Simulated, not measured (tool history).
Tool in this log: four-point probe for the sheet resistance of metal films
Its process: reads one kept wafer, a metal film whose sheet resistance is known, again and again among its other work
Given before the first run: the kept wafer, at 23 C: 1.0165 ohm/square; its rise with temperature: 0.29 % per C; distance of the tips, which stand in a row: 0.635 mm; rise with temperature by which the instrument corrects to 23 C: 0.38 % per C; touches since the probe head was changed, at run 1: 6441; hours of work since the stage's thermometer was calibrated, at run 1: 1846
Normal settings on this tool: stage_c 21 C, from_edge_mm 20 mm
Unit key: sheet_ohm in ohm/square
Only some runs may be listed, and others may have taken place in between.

run,hour,stage_c,from_edge_mm,touches since the probe head was changed,hours of work since the stage's thermometer was calibrated,sheet_ohm
1,0.0,21,20,6441,1846,1.018619
2,27.6,21,20,6979,1863,1.018783
3,65.6,21,20,7720,1887,1.018570
4,112.4,21,20,8632,1915,1.019176
5,149.4,21,20,9353,1938,1.018900
6,182.2,21,20,9992,1958,1.018745
7,219.8,21,20,10725,1982,1.018857
8,259.1,21,20,11491,2006,1.018945
# hour 305.3: stage's thermometer calibrated
9,305.3,21,20,12381,0,1.018585
10,359.4,21,20,13437,33,1.018789
11,415.3,21,33,14527,68,1.018100
12,460.8,21,20,15414,96,1.018759
13,511.2,21,20,16395,127,1.019177
14,562.3,21,20,17392,158,1.019108
15,587.4,21,20,17880,174,1.018692
16,642.6,21,20,18957,208,1.019007
17,679.0,21,31,19666,230,1.018331
18,736.8,21,20,20793,266,1.018575
19,790.7,20,20,21843,299,1.019608
20,824.1,20,20,22494,320,1.019449
21,881.0,21,20,23604,355,1.019120
22,936.2,21,20,24680,389,1.018590
23,977.8,18,10,25491,414,1.023220
24,1006.4,27,20,26048,432,1.013959
25,1052.5,26,4,26946,460,1.027559
26,1094.0,34,20,27755,486,1.008402
27,1152.2,27,9,28890,522,1.016059
28,1189.7,19,15,29621,545,1.020817
29,1248.5,20,3,30767,581,1.043415
30,1303.0,23,74,31829,615,1.016999
31,1351.3,23,66,32770,645,1.016839
32,1404.9,32,29,33814,678,1.009693
33,1451.0,34,32,34712,706,1.007401
34,1505.0,33,7,35766,739,1.012611
35,1549.1,33,6,36625,766,1.014565
36,1577.3,33,6,37175,784,1.014158
37,1635.6,33,6,38311,820,1.014542
38,1688.7,33,6,39345,852,1.014454
39,1720.8,21,22,39972,872,1.018743
40,1771.0,21,22,40950,903,1.018476
41,1805.3,21,22,41620,924,1.018571
42,1846.3,21,22,42419,950,1.018461
43,1876.3,27,63,43003,968,1.013741
44,1919.5,27,63,43845,995,1.012875

5 ways to go on from here, each from the tool as it stands after run 44. What would each give?
A,1971.0,26,4,44848,1026,?
B,1971.0,21,20,44848,1026,?
C,1971.0,32,20,44848,1026,?
D,1971.0,20,41,44848,1026,?
E,1971.0,20,30,44848,1026,?

run,sheet_ohm
A,1.027509
B,1.018993
C,1.009722
D,1.018817
E,1.019340
With no hidden state in the tool, these same runs would have given:
run,sheet_ohm
A,1.027519
B,1.019004
C,1.009732
D,1.018828
E,1.019351
